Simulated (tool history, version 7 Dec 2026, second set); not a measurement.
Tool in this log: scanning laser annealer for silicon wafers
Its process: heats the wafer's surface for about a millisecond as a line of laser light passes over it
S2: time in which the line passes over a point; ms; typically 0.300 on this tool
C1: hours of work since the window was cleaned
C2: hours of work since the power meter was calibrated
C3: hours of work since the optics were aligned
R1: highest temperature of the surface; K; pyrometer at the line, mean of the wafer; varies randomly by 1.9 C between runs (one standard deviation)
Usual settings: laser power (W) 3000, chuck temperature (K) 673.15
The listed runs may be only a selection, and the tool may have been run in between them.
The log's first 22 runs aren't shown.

{"run": 23, "hour": 421.7, "laser power (W)": 3129, "S2": 0.3, "chuck temperature (K)": 674.15, "C1": 417, "C2": 328, "C3": 642, "R1": 1503.15}
{"run": 24, "hour": 432.9, "laser power (W)": 2879, "S2": 0.247, "chuck temperature (K)": 673.15, "C1": 422, "C2": 333, "C3": 647, "R1": 1348.15}
{"run": 25, "hour": 451.8, "laser power (W)": 2879, "S2": 0.247, "chuck temperature (K)": 673.15, "C1": 430, "C2": 341, "C3": 655, "R1": 1348.15}
{"run": 26, "hour": 466.3, "laser power (W)": 3272, "S2": 0.247, "chuck temperature (K)": 692.15, "C1": 436, "C2": 347, "C3": 661, "R1": 1493.15}
{"hour": 473.0, "done": "optics aligned, line set to its width"}
{"run": 27, "hour": 486.1, "laser power (W)": 3272, "S2": 0.247, "chuck temperature (K)": 692.15, "C1": 443, "C2": 353, "C3": 6, "R1": 1479.15}
{"run": 28, "hour": 501.0, "laser power (W)": 3175, "S2": 0.281, "chuck temperature (K)": 692.15, "C1": 449, "C2": 360, "C3": 12, "R1": 1494.15}
{"hour": 513.6, "done": "optics aligned, line set to its width, once more"}
{"run": 29, "hour": 523.4, "laser power (W)": 2644, "S2": 0.265, "chuck temperature (K)": 695.15, "C1": 456, "C2": 367, "C3": 4, "R1": 1335.15}
{"run": 30, "hour": 545.8, "laser power (W)": 2644, "S2": 0.265, "chuck temperature (K)": 695.15, "C1": 466, "C2": 376, "C3": 14, "R1": 1336.15}
{"run": 31, "hour": 558.1, "laser power (W)": 3191, "S2": 0.265, "chuck temperature (K)": 695.15, "C1": 471, "C2": 382, "C3": 19, "R1": 1514.15}
{"run": 32, "hour": 583.9, "laser power (W)": 2631, "S2": 0.236, "chuck temperature (K)": 706.15, "C1": 482, "C2": 393, "C3": 30, "R1": 1310.15}
{"run": 33, "hour": 596.6, "laser power (W)": 2631, "S2": 0.236, "chuck temperature (K)": 706.15, "C1": 487, "C2": 398, "C3": 35, "R1": 1306.15}
{"run": 34, "hour": 614.1, "laser power (W)": 2670, "S2": 0.326, "chuck temperature (K)": 633.15, "C1": 495, "C2": 405, "C3": 43, "R1": 1349.15}
{"run": 35, "hour": 640.1, "laser power (W)": 2668, "S2": 0.326, "chuck temperature (K)": 636.15, "C1": 506, "C2": 417, "C3": 54, "R1": 1351.15}
{"run": 36, "hour": 665.3, "laser power (W)": 2668, "S2": 0.326, "chuck temperature (K)": 636.15, "C1": 517, "C2": 427, "C3": 64, "R1": 1351.15}
{"run": 37, "hour": 689.6, "laser power (W)": 2668, "S2": 0.326, "chuck temperature (K)": 636.15, "C1": 527, "C2": 438, "C3": 75, "R1": 1352.15}
{"run": 38, "hour": 710.7, "laser power (W)": 2626, "S2": 0.218, "chuck temperature (K)": 636.15, "C1": 536, "C2": 447, "C3": 84, "R1": 1210.15}
{"run": 39, "hour": 733.6, "laser power (W)": 3030, "S2": 0.3, "chuck temperature (K)": 690.15, "C1": 546, "C2": 456, "C3": 93, "R1": 1500.15}
{"run": 40, "hour": 754.3, "laser power (W)": 2829, "S2": 0.223, "chuck temperature (K)": 690.15, "C1": 554, "C2": 465, "C3": 102, "R1": 1327.15}
{"run": 41, "hour": 775.3, "laser power (W)": 2713, "S2": 0.371, "chuck temperature (K)": 710.15, "C1": 563, "C2": 474, "C3": 111, "R1": 1487.15}

4 options for the next run, each taken on its own from the tool as it stands now. Forecast them:
{"run": "A", "hour": 787.4, "laser power (W)": 2713, "S2": 0.269, "chuck temperature (K)": 710.15, "C1": 569, "C2": 479, "C3": 116, "R1": "?"}
{"run": "B", "hour": 787.4, "laser power (W)": 3297, "S2": 0.245, "chuck temperature (K)": 680.15, "C1": 569, "C2": 479, "C3": 116, "R1": "?"}
{"run": "C", "hour": 787.4, "laser power (W)": 2560, "S2": 0.335, "chuck temperature (K)": 702.15, "C1": 569, "C2": 479, "C3": 116, "R1": "?"}
{"run": "D", "hour": 787.4, "laser power (W)": 2713, "S2": 0.375, "chuck temperature (K)": 706.15, "C1": 569, "C2": 479, "C3": 116, "R1": "?"}

run=A R1=1368.15
run=B R1=1493.15
run=C R1=1385.15
run=D R1=1489.15
With no hidden state in the tool, these same runs would have given:
run=A R1=1390.15
run=B R1=1520.15
run=C R1=1408.15
run=D R1=1515.15
